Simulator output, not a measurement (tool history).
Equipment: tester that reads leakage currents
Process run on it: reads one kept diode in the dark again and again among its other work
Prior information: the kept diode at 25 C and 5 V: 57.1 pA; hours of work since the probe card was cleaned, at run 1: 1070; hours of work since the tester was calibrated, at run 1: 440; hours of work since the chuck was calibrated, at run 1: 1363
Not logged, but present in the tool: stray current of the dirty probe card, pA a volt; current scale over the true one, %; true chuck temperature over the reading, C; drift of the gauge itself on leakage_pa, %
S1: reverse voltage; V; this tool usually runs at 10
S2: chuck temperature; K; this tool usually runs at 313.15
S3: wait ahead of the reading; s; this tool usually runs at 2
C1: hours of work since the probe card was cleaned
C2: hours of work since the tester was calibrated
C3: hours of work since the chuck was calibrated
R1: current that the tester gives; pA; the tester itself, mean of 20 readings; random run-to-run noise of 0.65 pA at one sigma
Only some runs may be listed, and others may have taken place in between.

run,hour,S1,S2,S3,C1,C2,C3,R1
1,0,10,313.15,2,1070,440,1363,228.08
2,21.9,10,313.15,2,1079,450,1373,228.32
3,57.3,10,313.15,2,1095,466,1389,230.23
4,73.2,10,313.15,2,1102,473,1396,230.17
5,92.5,10,313.15,2,1110,481,1404,228.45
6,121,10,313.15,3.68,1123,494,1417,228.4
7,140.7,10,313.15,3.68,1132,502,1425,228.79
8,155.1,15.9,313.15,3.68,1138,509,1432,283.27
9,183.1,10,329.15,2,1150,521,1444,603.29
10,215.1,10,329.15,2,1164,535,1458,604.92
11,243.8,8.2,324.15,0.35,1177,548,1471,415.44
12,258.1,5.8,309.15,5.48,1183,554,1477,139.36
13,275.4,1.6,313.15,1.97,1191,561,1485,101.61
14,291.7,2.1,297.15,0.92,1198,569,1492,40.23
15,319.2,10.8,306.15,0.59,1210,581,1504,156.14

Run 16 has not been measured yet. What should we expect?
16,337.2,1.4,300.15,1.27,1218,589,1512,?

R1: 40.92 pA
On a tool with no hidden condition, and with the same random variation, this run would have come out at R1 38.47 pA.
